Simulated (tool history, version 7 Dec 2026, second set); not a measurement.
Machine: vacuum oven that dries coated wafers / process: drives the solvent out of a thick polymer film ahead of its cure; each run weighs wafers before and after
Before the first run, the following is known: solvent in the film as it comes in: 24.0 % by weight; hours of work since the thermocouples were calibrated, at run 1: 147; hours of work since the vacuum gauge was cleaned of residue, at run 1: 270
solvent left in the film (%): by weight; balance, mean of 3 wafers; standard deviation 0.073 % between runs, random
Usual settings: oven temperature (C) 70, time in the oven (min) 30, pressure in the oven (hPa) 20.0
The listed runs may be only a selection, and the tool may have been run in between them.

run	hour	oven temperature (C)	time in the oven (min)	pressure in the oven (hPa)	hours of work since the thermocouples were calibrated	hours of work since the vacuum gauge was cleaned of residue	solvent left in the film (%)
1	0.0	70	30	20.0	147	270	5.15
2	7.5	70	30	20.0	151	274	5.16
3	13.9	70	30	20.0	154	277	5.06
4	24.6	70	30	45.4	159	282	6.63
5	33.0	70	30	20.0	164	286	5.14
6	39.1	70	30	21.8	167	289	5.21
7	49.7	70	30	21.8	172	295	5.17
8	59.4	71	30	20.0	177	299	4.77
9	72.6	71	30	20.0	183	306	4.70
10	85.8	70	30	20.0	190	313	5.02
11	94.9	70	30	33.0	195	317	5.75
12	106.9	70	26	20.0	201	323	5.85
13	117.5	70	30	20.0	206	328	5.09
14	129.8	70	30	20.0	212	335	5.15
15	139.1	70	30	20.0	217	339	5.19
16	146.6	70	30	20.0	220	343	5.23
17	154.9	70	30	20.0	225	347	5.14
18	162.6	70	30	20.0	228	351	5.05
19	175.5	70	30	20.0	235	357	5.12
20	188.2	70	30	20.0	241	364	4.98
21	200.7	70	19	20.0	247	370	8.03
22	210.9	70	38	20.0	253	375	3.95
23	221.2	70	38	20.0	258	380	3.87
24	232.4	70	38	20.0	263	386	4.00
25	243.6	64	23	28.5	269	391	9.91
26	256.4	77	25	20.0	275	398	3.45
27	265.1	77	25	20.0	280	402	3.37
28	273.8	72	37	12.0	284	407	2.75
29	284.7	70	30	18.2	289	412	4.89
30	297.7	71	30	20.0	296	418	4.59
31	306.7	71	30	20.0	300	423	4.59
32	315.1	55	18	44.6	305	427	16.17
33	322.6	55	18	44.6	308	431	16.17
34	332.9	55	18	44.6	313	436	16.10
35	339.9	55	18	44.6	317	440	16.18
36	346.2	77	27	44.6	320	443	4.30
37	359.9	77	27	44.6	327	450	4.13
38	373.1	55	25	16.1	334	456	12.88
39	386.5	84	25	74.8	340	463	3.73
40	397.4	70	15	47.6	346	468	10.87
41	404.4	69	28	12.1	349	472	5.32
42	410.1	70	23	18.7	352	475	6.49
43	418.9	71	23	23.7	356	479	6.30
44	427.7	59	40	23.7	361	483	8.88
45	434.1	62	43	16.3	364	487	6.17
46	443.0	62	43	16.3	368	491	6.17
47	450.8	62	43	16.3	372	495	6.08

Forecast each of these 3 alternatives for the next run:
A	458.1	62	35	52.3	376	499	?
B	458.1	81	43	16.3	376	499	?
C	458.1	70	30	53.3	376	499	?

run	solvent left in the film (%)
A	10.08
B	0.96
C	7.00
With no hidden state in the tool, these same runs would have given:
run	solvent left in the film (%)
A	10.56
B	1.01
C	7.42
